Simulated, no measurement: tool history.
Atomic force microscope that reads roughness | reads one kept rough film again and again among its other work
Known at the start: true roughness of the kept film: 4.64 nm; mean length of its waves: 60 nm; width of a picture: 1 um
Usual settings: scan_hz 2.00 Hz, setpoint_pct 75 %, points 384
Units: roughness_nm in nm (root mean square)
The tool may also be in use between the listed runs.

run,hour,scan_hz,setpoint_pct,points,roughness_nm
1,0.0,2.00,75,384,3.975
2,18.3,2.00,62,384,4.036
3,35.7,2.00,75,548,3.829
# hour 42.9: new tip fitted
4,49.2,2.00,75,384,4.247
5,60.6,2.00,75,384,4.197
6,84.3,2.00,75,384,4.085
7,98.9,2.00,75,384,4.015
8,111.2,2.00,75,384,3.999
9,125.5,2.00,81,559,3.854
10,138.6,2.00,81,559,3.851
# hour 155.2: new tip fitted
11,155.2,2.00,65,559,4.372
12,175.3,0.52,72,380,4.390
13,190.7,0.52,72,380,4.331
14,207.2,0.52,72,380,4.257
15,217.1,0.52,65,380,4.265
16,237.3,0.52,65,380,4.205

5 ways to go on from here, each from the tool as it stands after run 16. What would each give?
A,252.4,0.77,81,502,?
B,252.4,1.78,88,778,?
C,252.4,0.58,88,665,?
D,252.4,2.52,85,536,?
E,252.4,1.38,71,805,?

run,roughness_nm
A,4.043
B,3.760
C,4.034
D,3.661
E,4.013
Without the tool's hidden state the same runs would have given:
run,roughness_nm
A,4.379
B,4.073
C,4.369
D,3.965
E,4.347

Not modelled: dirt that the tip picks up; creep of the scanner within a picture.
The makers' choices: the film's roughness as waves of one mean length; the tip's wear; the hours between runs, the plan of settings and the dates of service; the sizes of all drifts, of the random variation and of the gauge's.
